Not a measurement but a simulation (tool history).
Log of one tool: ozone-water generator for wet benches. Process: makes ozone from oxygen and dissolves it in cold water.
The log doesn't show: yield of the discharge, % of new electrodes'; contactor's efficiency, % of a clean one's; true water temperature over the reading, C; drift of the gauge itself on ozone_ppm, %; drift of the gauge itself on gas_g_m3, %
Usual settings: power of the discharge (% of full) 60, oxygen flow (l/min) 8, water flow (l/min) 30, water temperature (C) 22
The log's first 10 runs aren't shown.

run,hour,power of the discharge (% of full),oxygen flow (l/min),water flow (l/min),water temperature (C),hours of work since the electrodes were changed,hours of work since the contactor was cleaned,hours of work since the thermometer was calibrated,dissolved ozone (ppm),ozone in the gas ahead of the water (g/m3)
11,1365.1,60,10,30,15,1554,3085,5279,19.6,177.3
12,1557.1,60,10,30,15,1681,3212,5406,19.4,178.4
13,1653.6,60,10,30,15,1745,3276,5470,19.7,174.8
14,1848.1,66,8,30,22,1874,3405,5599,18.1,208.8
15,2027.8,57,8,30,22,1993,3524,5718,16.7,187.3
# hour 2055.8: water thermometer calibrated
16,2176.2,57,8,30,22,2091,3622,80,16.2,186.5
17,2307.3,60,8,30,28,2178,3709,167,15.5,194.4
18,2393.3,60,8,30,15,2235,3766,224,18.7,194.5
19,2536.1,60,8,30,18,2330,3861,318,18,193.8
# hour 2600.8: water thermometer calibrated, once more
20,2722.8,60,8,30,21,2453,3984,81,17.2,192.6
21,2910.9,47,4.32,40,15,2577,4108,205,10.8,215.8
22,3057.7,47,4.32,40,15,2675,4206,303,10.5,216.1
23,3141.2,47,4.32,40,15,2730,4261,358,10.7,210.6
24,3280.2,60,8,31,22,2822,4353,450,16.3,192.2
25,3424.9,52,10.77,34,19,2918,4449,546,14.7,151.8
26,3554.2,52,10.77,33,19,3003,4534,631,15,152.2
27,3674.9,60,5.05,28,22,3083,4614,711,16.7,234.6
28,3796.1,41,9.22,36,25,3164,4695,792,10.9,138.9
29,3951.3,41,9.22,36,25,3266,4798,894,10.8,138.2
30,4049.3,60,8,30,15,3331,4862,959,18.4,191.7
31,4198.8,72,5.38,47,29,3430,4961,1058,11.1,258.6
32,4295.5,41,5.17,33,22,3494,5025,1122,11.3,177.7

4 ways to go on from here, each from the tool as it stands after run 32. What would each give?
A,4451.4,41,5.17,33,21,3598,5129,1226,?,?
B,4451.4,41,5.17,31,22,3598,5129,1226,?,?
C,4451.4,94,5.23,33,25,3598,5129,1226,?,?
D,4451.4,63,6.68,30,22,3598,5129,1226,?,?

run,dissolved ozone (ppm),ozone in the gas ahead of the water (g/m3)
A,11.1,179.4
B,11.7,179.9
C,19,312
D,17.1,211.4
Without the tool's hidden state the same runs would have given:
run,dissolved ozone (ppm),ozone in the gas ahead of the water (g/m3)
A,12,186.1
B,12.6,186.7
C,21.2,335.3
D,18.7,223.4
